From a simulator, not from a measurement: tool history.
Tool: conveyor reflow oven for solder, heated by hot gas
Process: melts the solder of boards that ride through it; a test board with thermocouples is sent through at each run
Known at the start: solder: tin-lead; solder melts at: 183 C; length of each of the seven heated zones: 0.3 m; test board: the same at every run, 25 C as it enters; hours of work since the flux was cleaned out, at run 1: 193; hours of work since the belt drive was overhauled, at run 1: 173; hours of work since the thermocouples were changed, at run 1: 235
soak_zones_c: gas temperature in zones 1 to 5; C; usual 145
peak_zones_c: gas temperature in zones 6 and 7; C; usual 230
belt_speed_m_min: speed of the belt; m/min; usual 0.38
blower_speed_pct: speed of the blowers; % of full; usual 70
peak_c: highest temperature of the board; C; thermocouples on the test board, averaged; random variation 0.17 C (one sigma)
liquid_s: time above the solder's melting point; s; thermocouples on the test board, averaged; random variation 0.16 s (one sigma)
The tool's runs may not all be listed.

run,day,soak_zones_c,peak_zones_c,belt_speed_m_min,blower_speed_pct,hours of work since the flux was cleaned out,hours of work since the belt drive was overhauled,hours of work since the thermocouples were changed,peak_c,liquid_s
1,0,145,230,0.38,70,193,173,235,217.1,75.1
2,0.458,145,230,0.38,70,199,179,241,217.1,75.5
3,0.696,145,222,0.38,70,202,182,244,209.6,68.4
4,1.054,154,230,0.38,70,206,187,249,218.2,81.1
5,1.317,154,230,0.38,70,210,190,252,218.3,81.2
6,1.596,145,230,0.38,70,213,194,256,216.7,75.5
7,2.046,145,230,0.38,70,219,200,262,216.9,75
8,2.529,145,230,0.38,70,225,206,268,216.8,75.2
9,2.954,145,230,0.38,79,231,211,274,218.9,77.7
10,3.238,145,230,0.38,79,235,215,277,218.6,77.3
11,3.633,145,230,0.38,62,240,220,282,214.6,72.3
12,3.942,145,230,0.38,62,244,224,286,214.4,72.3
13,4.396,145,230,0.38,62,250,230,292,214.6,72.2
14,4.742,145,230,0.38,62,254,235,297,214.4,72.1
15,5.05,145,230,0.38,62,258,239,301,214.5,72.5
16,5.458,145,230,0.38,62,263,244,306,214.1,71.8
17,5.888,145,230,0.308,78,269,249,312,222.5,100.6
18,6.212,145,227,0.401,51,273,254,316,206.5,57.3
19,6.654,145,227,0.319,71,279,259,322,217.6,92.7
20,7.038,146,243,0.369,71,284,264,326,229.4,87.9
21,7.467,142,231,0.313,51,289,270,332,216.7,89.4
22,7.796,142,231,0.313,51,293,274,336,216.5,89.4
23,8.112,155,219,0.404,53,298,278,340,202.9,57.5
24,8.475,155,219,0.404,53,302,283,345,202.4,57.5
25,8.842,149,219,0.404,69,307,288,350,205.9,60.5
26,9.071,149,219,0.404,69,310,291,353,205.7,60.7
27,9.288,149,219,0.404,69,313,293,356,206,61.1
28,9.692,149,221,0.404,69,318,299,361,207.6,62.8
29,9.971,149,223,0.438,69,322,302,364,206.9,56.5
30,10.45,149,223,0.438,69,328,308,371,207,56.6

Forecast each of these 3 alternatives for the next run:
A,10.838,137,226,0.38,70,333,313,376,?,?
B,10.838,135,229,0.368,69,333,313,376,?,?
C,10.838,149,221,0.343,85,333,313,376,?,?

run,peak_c,liquid_s
A,211.6,66.1
B,214.1,71
C,213.5,85.1
Without the tool's hidden state the same runs would have given:
run,peak_c,liquid_s
A,213.4,67.8
B,215.9,72.6
C,215.2,86.3
